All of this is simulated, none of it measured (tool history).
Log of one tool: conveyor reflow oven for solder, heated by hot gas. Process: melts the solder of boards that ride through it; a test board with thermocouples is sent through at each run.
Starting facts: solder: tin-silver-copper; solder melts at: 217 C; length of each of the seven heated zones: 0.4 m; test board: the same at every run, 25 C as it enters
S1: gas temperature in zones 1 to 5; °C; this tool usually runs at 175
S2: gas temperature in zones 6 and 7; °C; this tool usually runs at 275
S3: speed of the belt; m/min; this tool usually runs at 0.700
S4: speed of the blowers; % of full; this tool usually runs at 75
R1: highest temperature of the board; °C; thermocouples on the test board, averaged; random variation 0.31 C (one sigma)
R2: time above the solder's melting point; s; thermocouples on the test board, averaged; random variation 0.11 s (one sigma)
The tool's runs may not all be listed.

| run | hour | S1 | S2 | S3 | S4 | R1 | R2 |
|---|---|---|---|---|---|---|---|
| 1 | 0.0 | 175 | 275 | 0.700 | 75 | 261.8 | 58.4 |
| 2 | 66.4 | 175 | 275 | 0.700 | 75 | 261.0 | 58.0 |
| 3 | 107.3 | 175 | 275 | 0.700 | 75 | 260.9 | 58.0 |
| 4 | 149.1 | 175 | 275 | 0.700 | 75 | 260.5 | 58.1 |
| 5 | 221.9 | 175 | 275 | 0.700 | 75 | 260.8 | 57.9 |
|  | 272.3 | flux residue cleaned out of gas plates and filters |
| 6 | 302.3 | 175 | 275 | 0.700 | 75 | 262.0 | 59.1 |
| 7 | 359.3 | 175 | 275 | 0.700 | 75 | 261.5 | 58.7 |
| 8 | 397.1 | 175 | 275 | 0.700 | 75 | 261.3 | 58.9 |
| 9 | 474.5 | 175 | 275 | 0.700 | 75 | 261.3 | 58.7 |
| 10 | 521.6 | 175 | 275 | 0.700 | 75 | 260.5 | 58.7 |
|  | 557.6 | thermocouples of zones 6 and 7 changed |
|  | 567.5 | belt drive overhauled, speed set with a stopwatch |
| 11 | 591.1 | 175 | 275 | 0.700 | 75 | 262.4 | 58.1 |
| 12 | 640.9 | 175 | 275 | 0.700 | 75 | 263.0 | 58.1 |
| 13 | 707.2 | 175 | 275 | 0.700 | 75 | 262.0 | 57.9 |
| 14 | 772.7 | 187 | 275 | 0.601 | 80 | 266.8 | 74.8 |
| 15 | 823.6 | 162 | 273 | 0.700 | 75 | 257.7 | 52.2 |
| 16 | 863.5 | 162 | 266 | 0.575 | 75 | 256.2 | 64.3 |
|  | 881.9 | flux residue cleaned out of gas plates and filters |
| 17 | 954.9 | 162 | 266 | 0.575 | 75 | 257.8 | 66.3 |
| 18 | 1003.5 | 186 | 275 | 0.789 | 75 | 260.9 | 54.1 |
| 19 | 1095.6 | 175 | 288 | 0.663 | 75 | 276.0 | 67.7 |
| 20 | 1168.9 | 183 | 288 | 0.564 | 75 | 279.4 | 83.5 |
| 21 | 1244.2 | 175 | 286 | 0.562 | 75 | 277.1 | 80.7 |
| 22 | 1327.6 | 178 | 286 | 0.576 | 76 | 276.1 | 79.5 |
| 23 | 1409.0 | 178 | 286 | 0.576 | 76 | 275.8 | 79.5 |

Here are 4 independent what-if runs from the current tool condition. What would each one return?
| A | 1462.6 | 170 | 284 | 0.700 | 75 | ? | ? |
| B | 1462.6 | 178 | 286 | 0.676 | 84 | ? | ? |
| C | 1462.6 | 184 | 275 | 0.691 | 62 | ? | ? |
| D | 1462.6 | 186 | 286 | 0.572 | 76 | ? | ? |

| run | R1 | R2 |
|---|---|---|
| A | 268.4 | 59.7 |
| B | 272.5 | 66.3 |
| C | 260.0 | 61.4 |
| D | 276.3 | 82.4 |
Had the tool no hidden state, the same runs would have come out as:
| run | R1 | R2 |
|---|---|---|
| A | 273.2 | 61.0 |
| B | 277.2 | 67.1 |
| C | 264.3 | 62.8 |
| D | 280.4 | 82.5 |
